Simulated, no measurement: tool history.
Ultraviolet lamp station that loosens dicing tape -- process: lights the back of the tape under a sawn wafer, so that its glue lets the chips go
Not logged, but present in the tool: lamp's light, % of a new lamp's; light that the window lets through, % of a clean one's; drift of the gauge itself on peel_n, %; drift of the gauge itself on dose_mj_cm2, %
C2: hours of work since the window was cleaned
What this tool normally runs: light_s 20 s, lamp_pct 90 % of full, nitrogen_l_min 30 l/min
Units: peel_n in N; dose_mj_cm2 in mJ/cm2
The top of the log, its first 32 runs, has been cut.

{"run": 33, "hour": 1708.5, "light_s": 17, "lamp_pct": 68, "nitrogen_l_min": 20, "hours of work of the lamp": 763, "C2": 585, "peel_n": 4.502, "dose_mj_cm2": 183}
{"hour": 1748.8, "done": "window cleaned of glue's vapour"}
{"run": 34, "hour": 1753.8, "light_s": 10, "lamp_pct": 80, "nitrogen_l_min": 57, "hours of work of the lamp": 798, "C2": 4, "peel_n": 4.301, "dose_mj_cm2": 133}
{"run": 35, "hour": 1799.6, "light_s": 10, "lamp_pct": 80, "nitrogen_l_min": 57, "hours of work of the lamp": 833, "C2": 39, "peel_n": 4.286, "dose_mj_cm2": 128}
{"hour": 1806.4, "done": "lamp changed"}
{"run": 36, "hour": 1852.5, "light_s": 10, "lamp_pct": 78, "nitrogen_l_min": 25, "hours of work of the lamp": 36, "C2": 80, "peel_n": 3.684, "dose_mj_cm2": 210}
{"run": 37, "hour": 1924.6, "light_s": 10, "lamp_pct": 78, "nitrogen_l_min": 25, "hours of work of the lamp": 92, "C2": 136, "peel_n": 3.658, "dose_mj_cm2": 204}
{"run": 38, "hour": 1974.9, "light_s": 22, "lamp_pct": 70, "nitrogen_l_min": 15, "hours of work of the lamp": 131, "C2": 175, "peel_n": 2.146, "dose_mj_cm2": 386}
{"run": 39, "hour": 2029.3, "light_s": 16, "lamp_pct": 77, "nitrogen_l_min": 30, "hours of work of the lamp": 173, "C2": 217, "peel_n": 1.954, "dose_mj_cm2": 301}
{"run": 40, "hour": 2060.7, "light_s": 15, "lamp_pct": 87, "nitrogen_l_min": 58, "hours of work of the lamp": 197, "C2": 241, "peel_n": 1.259, "dose_mj_cm2": 320}
{"run": 41, "hour": 2114.2, "light_s": 37, "lamp_pct": 90, "nitrogen_l_min": 21, "hours of work of the lamp": 239, "C2": 283, "peel_n": 0.36, "dose_mj_cm2": 788}
{"run": 42, "hour": 2145.5, "light_s": 37, "lamp_pct": 90, "nitrogen_l_min": 21, "hours of work of the lamp": 263, "C2": 307, "peel_n": 0.383, "dose_mj_cm2": 764}
{"run": 43, "hour": 2181.6, "light_s": 37, "lamp_pct": 90, "nitrogen_l_min": 21, "hours of work of the lamp": 291, "C2": 335, "peel_n": 0.411, "dose_mj_cm2": 750}
{"run": 44, "hour": 2230.8, "light_s": 22, "lamp_pct": 87, "nitrogen_l_min": 16, "hours of work of the lamp": 329, "C2": 373, "peel_n": 1.768, "dose_mj_cm2": 416}

Predict each of these 3 candidate next runs independently; none follows another, all start after run 44:
{"run": "A", "hour": 2265.5, "light_s": 20, "lamp_pct": 90, "nitrogen_l_min": 51, "hours of work of the lamp": 356, "C2": 400, "peel_n": "?", "dose_mj_cm2": "?"}
{"run": "B", "hour": 2265.5, "light_s": 19, "lamp_pct": 87, "nitrogen_l_min": 16, "hours of work of the lamp": 356, "C2": 400, "peel_n": "?", "dose_mj_cm2": "?"}
{"run": "C", "hour": 2265.5, "light_s": 22, "lamp_pct": 98, "nitrogen_l_min": 13, "hours of work of the lamp": 356, "C2": 400, "peel_n": "?", "dose_mj_cm2": "?"}

run=A peel_n=0.846 dose_mj_cm2=384
run=B peel_n=2.352 dose_mj_cm2=349
run=C peel_n=1.724 dose_mj_cm2=465
With no hidden state in the tool, these same runs would have given:
run=A peel_n=0.444 dose_mj_cm2=509
run=B peel_n=1.461 dose_mj_cm2=463
run=C peel_n=1.001 dose_mj_cm2=616
